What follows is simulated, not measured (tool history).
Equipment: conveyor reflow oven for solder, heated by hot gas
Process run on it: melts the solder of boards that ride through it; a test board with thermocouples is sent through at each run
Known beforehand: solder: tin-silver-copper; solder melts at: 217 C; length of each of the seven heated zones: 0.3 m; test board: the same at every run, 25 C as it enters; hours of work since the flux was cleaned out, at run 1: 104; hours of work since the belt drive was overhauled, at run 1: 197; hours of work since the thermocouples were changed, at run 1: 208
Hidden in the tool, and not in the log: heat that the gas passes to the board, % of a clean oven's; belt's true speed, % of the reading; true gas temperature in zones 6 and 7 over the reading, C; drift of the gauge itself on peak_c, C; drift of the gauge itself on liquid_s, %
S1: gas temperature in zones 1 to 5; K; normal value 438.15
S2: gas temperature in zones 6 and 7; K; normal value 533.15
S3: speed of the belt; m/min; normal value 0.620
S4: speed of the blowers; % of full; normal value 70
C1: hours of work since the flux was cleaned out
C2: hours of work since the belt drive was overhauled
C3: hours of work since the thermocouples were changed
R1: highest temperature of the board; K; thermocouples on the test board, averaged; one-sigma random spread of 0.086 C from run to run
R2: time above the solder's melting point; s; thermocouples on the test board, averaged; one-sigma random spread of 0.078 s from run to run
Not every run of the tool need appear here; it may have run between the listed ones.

run	hour	S1	S2	S3	S4	C1	C2	C3	R1	R2
1	0.0	438.15	533.15	0.620	70	104	197	208	519.64	38.54
2	14.0	438.15	533.15	0.620	70	111	204	215	519.69	38.73
3	29.0	438.15	533.15	0.620	70	119	212	223	519.57	38.75
4	40.1	439.15	533.15	0.620	70	124	218	228	519.97	39.01
5	54.1	439.15	533.15	0.620	70	132	225	235	519.91	38.80
6	68.0	439.15	533.15	0.620	70	139	232	243	519.95	38.86
7	82.0	439.15	533.15	0.620	70	146	239	250	519.76	38.86
8	92.4	438.15	533.15	0.620	70	151	244	255	519.68	38.52
9	107.8	449.15	533.15	0.620	70	159	252	263	521.36	42.57
10	116.5	438.15	540.15	0.620	70	164	257	267	526.01	42.10
11	131.1	438.15	540.15	0.620	70	171	264	275	525.93	41.93
12	144.8	438.15	533.15	0.607	70	178	271	282	520.27	39.88
13	157.8	438.15	533.15	0.620	70	185	278	289	519.51	38.49
14	170.7	438.15	533.15	0.620	78	191	285	295	520.65	39.46
15	181.6	437.15	526.15	0.537	82	197	290	301	518.20	45.16
16	193.0	445.15	533.15	0.684	70	203	296	307	517.66	34.60
17	202.5	445.15	527.15	0.684	76	208	301	311	513.35	32.20
18	210.7	438.15	533.15	0.543	70	212	305	316	523.10	47.57
19	217.1	430.15	533.15	0.706	64	215	308	319	512.54	26.27
20	225.5	432.15	533.15	0.506	64	219	313	323	523.38	50.07
21	233.9	431.15	533.15	0.620	70	224	317	328	518.26	35.96
22	246.1	431.15	533.15	0.620	70	230	323	334	518.24	36.02
23	258.6	431.15	521.15	0.620	62	236	330	340	506.44	25.76
24	270.1	438.15	544.15	0.645	70	242	336	346	527.97	41.10
25	279.7	441.15	544.15	0.645	70	247	340	351	528.18	42.03
26	293.5	441.15	544.15	0.645	70	254	348	358	528.51	42.04
27	306.8	441.15	544.15	0.645	70	261	354	365	528.23	42.09
28	318.3	435.15	535.15	0.678	78	267	360	371	518.89	33.60

Selected run-to-run steps in R1, each split into two signed amounts: the part the tool would show with no hidden state at all (from settings, incoming material and random variation), and the remainder, which goes to the hidden state together with any gauge scatter not common to the measured and the hidden-state-free results:
Run 18 -> 19: S1 438.15 -> 430.15, S3 0.543 -> 0.706, S4 70 -> 64. R1 -10.56 K: hidden state -0.49, all else -10.07.
Run 19 -> 20: S1 430.15 -> 432.15, S3 0.706 -> 0.506. R1 +10.84 K: hidden state +0.54, all else +10.30.
Run 22 -> 23: S2 533.15 -> 521.15, S4 70 -> 62. R1 -11.80 K: hidden state +0.09, all else -11.89.
Run 23 -> 24: S1 431.15 -> 438.15, S2 521.15 -> 544.15, S3 0.620 -> 0.645, S4 62 -> 70. R1 +21.53 K: hidden state -0.21, all else +21.74.
